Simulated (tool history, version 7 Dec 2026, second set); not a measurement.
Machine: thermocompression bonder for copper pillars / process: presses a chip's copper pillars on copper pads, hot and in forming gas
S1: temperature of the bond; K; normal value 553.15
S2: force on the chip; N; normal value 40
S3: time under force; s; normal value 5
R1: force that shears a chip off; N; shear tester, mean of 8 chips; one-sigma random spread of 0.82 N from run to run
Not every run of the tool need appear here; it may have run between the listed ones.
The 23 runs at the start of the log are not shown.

{"run": 24, "hour": 203.1, "S1": 553.15, "S2": 29, "S3": 6, "R1": 51.8}
{"run": 25, "hour": 214.1, "S1": 553.15, "S2": 29, "S3": 6, "R1": 52}
{"run": 26, "hour": 222.9, "S1": 553.15, "S2": 28, "S3": 3, "R1": 38.9}
{"run": 27, "hour": 231.6, "S1": 553.15, "S2": 28, "S3": 3, "R1": 38.2}
{"run": 28, "hour": 240.3, "S1": 538.15, "S2": 26, "S3": 3, "R1": 29.3}
{"run": 29, "hour": 250.8, "S1": 553.15, "S2": 40, "S3": 4, "R1": 63.2}
{"run": 30, "hour": 255.4, "S1": 553.15, "S2": 36, "S3": 4, "R1": 57.9}
{"run": 31, "hour": 262.6, "S1": 554.15, "S2": 40, "S3": 5, "R1": 66.8}
{"run": 32, "hour": 273.5, "S1": 580.15, "S2": 40, "S3": 12, "R1": 95.3}
{"run": 33, "hour": 284.3, "S1": 524.15, "S2": 41, "S3": 3, "R1": 40.6}
{"run": 34, "hour": 293.3, "S1": 524.15, "S2": 41, "S3": 3, "R1": 42.1}
{"run": 35, "hour": 303.0, "S1": 569.15, "S2": 25, "S3": 7, "R1": 55}
{"run": 36, "hour": 310.0, "S1": 553.15, "S2": 40, "S3": 5, "R1": 66.9}

What if the next run were any one of these 5? Each begins from the tool's condition after run 36:
{"run": "A", "hour": 316.2, "S1": 529.15, "S2": 40, "S3": 5, "R1": "?"}
{"run": "B", "hour": 316.2, "S1": 574.15, "S2": 49, "S3": 4, "R1": "?"}
{"run": "C", "hour": 316.2, "S1": 551.15, "S2": 40, "S3": 5, "R1": "?"}
{"run": "D", "hour": 316.2, "S1": 553.15, "S2": 40, "S3": 3, "R1": "?"}
{"run": "E", "hour": 316.2, "S1": 553.15, "S2": 25, "S3": 5, "R1": "?"}

run=A R1=52.6
run=B R1=85.7
run=C R1=64.3
run=D R1=57.3
run=E R1=41.2
With no hidden state in the tool, these same runs would have given:
run=A R1=57.2
run=B R1=94
run=C R1=70.1
run=D R1=62.3
run=E R1=44.7
